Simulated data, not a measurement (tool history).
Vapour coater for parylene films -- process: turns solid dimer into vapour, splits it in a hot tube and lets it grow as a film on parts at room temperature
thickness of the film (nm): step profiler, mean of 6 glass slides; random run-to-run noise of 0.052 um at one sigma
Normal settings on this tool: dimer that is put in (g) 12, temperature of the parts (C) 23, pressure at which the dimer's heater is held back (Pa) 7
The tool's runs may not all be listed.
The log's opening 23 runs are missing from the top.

run    hour  dimer that is put in (g)  temperature of the parts (C)  pressure at which the dimer's heater is held back (Pa)  thickness of the film (nm)
 24   666.9                        11                            21                                                    7.82                        5050
 25   701.9                        11                            21                                                    7.82                        4870
 26   726.3                        11                            21                                                    7.82                        4930
 27   749.6                        11                            21                                                    7.82                        4860
      780.9  -- trap's valve overhauled
 28   791.2                        11                            21                                                    7.82                        5680
 29   823.6                        11                            21                                                    7.82                        5700
 30   855.6                         7                            23                                                    7.09                        3510
 31   887.7                         7                            16                                                    2.02                        5440
 32   916.1                         6                            16                                                    3.76                        4100
 33   951.4                         7                            21                                                       7                        3670
 34     983                         7                            21                                                       7                        3600
 35  1006.6                         9                            21                                                    8.08                        4530
 36  1044.6                        12                            33                                                       7                        4460
 37  1062.1                        15                            23                                                    6.04                        7590
 38  1096.8                         9                            15                                                   11.33                        4900
 39  1124.2                        11                            22                                                    3.77                        6280

4 options for the next run, each taken on its own from the tool as it stands now. Forecast them:
  A  1151.7                        15                            21                                                     4.8                           ?
  B  1151.7                        12                            19                                                       7                           ?
  C  1151.7                         9                            22                                                    3.77                           ?
  D  1151.7                        11                            20                                                    8.61                           ?

run  thickness of the film (nm)
  A                        8280
  B                        6470
  C                        5120
  D                        5500
Take away the tool's hidden state, keep each run's random variation, and the runs would have read:
run  thickness of the film (nm)
  A                        8530
  B                        6670
  C                        5270
  D                        5670

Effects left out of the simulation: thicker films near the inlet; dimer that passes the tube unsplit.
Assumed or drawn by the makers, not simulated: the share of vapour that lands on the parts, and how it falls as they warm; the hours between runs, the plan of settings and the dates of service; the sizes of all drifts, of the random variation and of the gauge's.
